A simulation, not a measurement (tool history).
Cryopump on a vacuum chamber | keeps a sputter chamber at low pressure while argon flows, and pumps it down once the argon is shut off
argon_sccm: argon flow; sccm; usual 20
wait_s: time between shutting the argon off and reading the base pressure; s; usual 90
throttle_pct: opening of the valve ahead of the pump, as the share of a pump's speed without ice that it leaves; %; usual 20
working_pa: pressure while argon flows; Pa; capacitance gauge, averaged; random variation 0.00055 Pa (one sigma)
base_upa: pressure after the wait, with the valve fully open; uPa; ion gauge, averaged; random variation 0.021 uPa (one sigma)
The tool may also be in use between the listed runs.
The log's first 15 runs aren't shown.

run,hour,argon_sccm,wait_s,throttle_pct,hours of work since the pump was warmed up and emptied,hours of work since the cold head was overhauled,hours of work since the chamber's fittings were tightened,working_pa,base_upa
16,878.4,20,90,59,537,1694,147,0.04,0.83
# hour 937.5: pump warmed up, emptied and cooled again
17,961.2,20,24,20,17,1750,203,0.1081,1.5
18,1033.9,11,22,37,69,1802,255,0.0322,1.68
19,1091.3,11,22,37,110,1843,296,0.0329,1.73
20,1151.4,39,59,46,153,1886,339,0.0947,1.29
21,1202.8,20,73,19,190,1923,376,0.1153,1.37
22,1275.1,20,73,19,242,1975,428,0.1141,1.48
23,1328.6,9,86,30,281,2013,466,0.0331,1.48
24,1407.2,17,126,26,337,2070,523,0.0725,1.53
25,1454.6,17,140,23,371,2104,557,0.0824,1.74
26,1517.8,17,140,23,416,2149,602,0.0824,1.82
27,1580.6,17,140,23,461,2194,647,0.0821,1.92
28,1640,17,140,23,504,2237,690,0.0825,2.01
29,1712.3,15,94,46,556,2288,742,0.0382,2.29
# hour 1748.6: pump warmed up, emptied and cooled again
30,1779.4,15,92,40,22,2333,786,0.0405,2.06
31,1844.9,21,119,34,69,2380,833,0.0675,2.16
32,1896.2,20,267,48,106,2417,870,0.046,2.19
33,1968.8,20,267,48,158,2469,922,0.0466,2.34

4 ways to go on from here, each from the tool as it stands after run 33. What would each give?
A,2042.2,11,128,26,211,2522,975,?,?
B,2042.2,9,59,48,211,2522,975,?,?
C,2042.2,17,267,48,211,2522,975,?,?
D,2042.2,16,29,19,211,2522,975,?,?

run,working_pa,base_upa
A,0.0466,2.51
B,0.0214,2.7
C,0.0399,2.35
D,0.0925,3.07
Without the tool's hidden state the same runs would have given:
run,working_pa,base_upa
A,0.0456,0.33
B,0.0206,0.51
C,0.0383,0.2
D,0.0911,0.88
